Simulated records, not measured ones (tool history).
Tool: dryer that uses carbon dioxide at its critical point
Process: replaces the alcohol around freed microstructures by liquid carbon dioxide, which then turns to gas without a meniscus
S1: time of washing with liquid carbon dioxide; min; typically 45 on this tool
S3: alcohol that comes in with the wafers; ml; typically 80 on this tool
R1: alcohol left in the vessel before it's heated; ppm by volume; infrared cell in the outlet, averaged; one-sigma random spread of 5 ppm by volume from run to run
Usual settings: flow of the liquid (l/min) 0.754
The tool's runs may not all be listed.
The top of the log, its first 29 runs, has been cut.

Run 30, day 10.521: usual settings but S1 46 min, flow of the liquid (l/min) 0.884, S3 48 ml. Result: R1 22 ppm by volume.
Run 31, day 11.046: usual settings but flow of the liquid (l/min) 1.059, S3 102 ml. Result: R1 30 ppm by volume.
Run 32, day 11.571: usual settings but flow of the liquid (l/min) 1.059, S3 102 ml. Result: R1 31 ppm by volume.
Run 33, day 11.942: usual settings but S1 47 min, flow of the liquid (l/min) 1.204, S3 102 ml. Result: R1 15 ppm by volume.
Run 34, day 12.250: usual settings but flow of the liquid (l/min) 0.731, S3 92 ml. Result: R1 106 ppm by volume.
Run 35, day 12.608: usual settings but S1 28 min, flow of the liquid (l/min) 0.731, S3 111 ml. Result: R1 893 ppm by volume.
Run 36, day 13.067: usual settings but S1 34 min, S3 41 ml. Result: R1 151 ppm by volume.
Run 37, day 13.475: usual settings but S1 34 min, flow of the liquid (l/min) 0.461, S3 52 ml. Result: R1 902 ppm by volume.
Run 38, day 13.983: usual settings but S1 30 min, flow of the liquid (l/min) 0.470. Result: R1 1740 ppm by volume.
Run 39, day 14.500: usual settings but flow of the liquid (l/min) 1.192. Result: R1 20 ppm by volume.
Run 40, day 14.733: usual settings but flow of the liquid (l/min) 1.192. Result: R1 27 ppm by volume.
Run 41, day 15.083: usual settings but S1 38 min, flow of the liquid (l/min) 0.578. Result: R1 491 ppm by volume.
Run 42, day 15.429: usual settings but S1 38 min, flow of the liquid (l/min) 0.578. Result: R1 480 ppm by volume.
Run 43, day 15.762: usual settings but S1 28 min, flow of the liquid (l/min) 0.995, S3 75 ml. Result: R1 217 ppm by volume.
Run 44, day 16.267: usual settings but S1 47 min, flow of the liquid (l/min) 0.873, S3 23 ml. Result: R1 27 ppm by volume.
Run 45, day 16.796: usual settings but S3 58 ml. Result: R1 77 ppm by volume.
Run 46, day 17.308: usual settings but flow of the liquid (l/min) 0.653. Result: R1 173 ppm by volume.
Run 47, day 17.712: usual settings but flow of the liquid (l/min) 0.653. Result: R1 169 ppm by volume.
Run 48, day 18.088: usual settings but flow of the liquid (l/min) 0.653. Result: R1 173 ppm by volume.

Consider 3 possible next runs. They are alternatives, not a sequence: every one starts from the tool as it was left by run 48. What does each give?
Run A, day 18.588: usual settings but S1 69 min, flow of the liquid (l/min) 0.506, S3 44 ml. Result: R1 ?.
Run B, day 18.588: usual settings but S1 39 min, flow of the liquid (l/min) 1.265, S3 44 ml. Result: R1 ?.
Run C, day 18.588: usual settings but S1 50 min. Result: R1 ?.

run  R1
  A  50
  B  23
  C  60
With the hidden condition removed and each run's random variation left untouched, the same runs would have given:
run  R1
  A  18
  B   2
  C  24

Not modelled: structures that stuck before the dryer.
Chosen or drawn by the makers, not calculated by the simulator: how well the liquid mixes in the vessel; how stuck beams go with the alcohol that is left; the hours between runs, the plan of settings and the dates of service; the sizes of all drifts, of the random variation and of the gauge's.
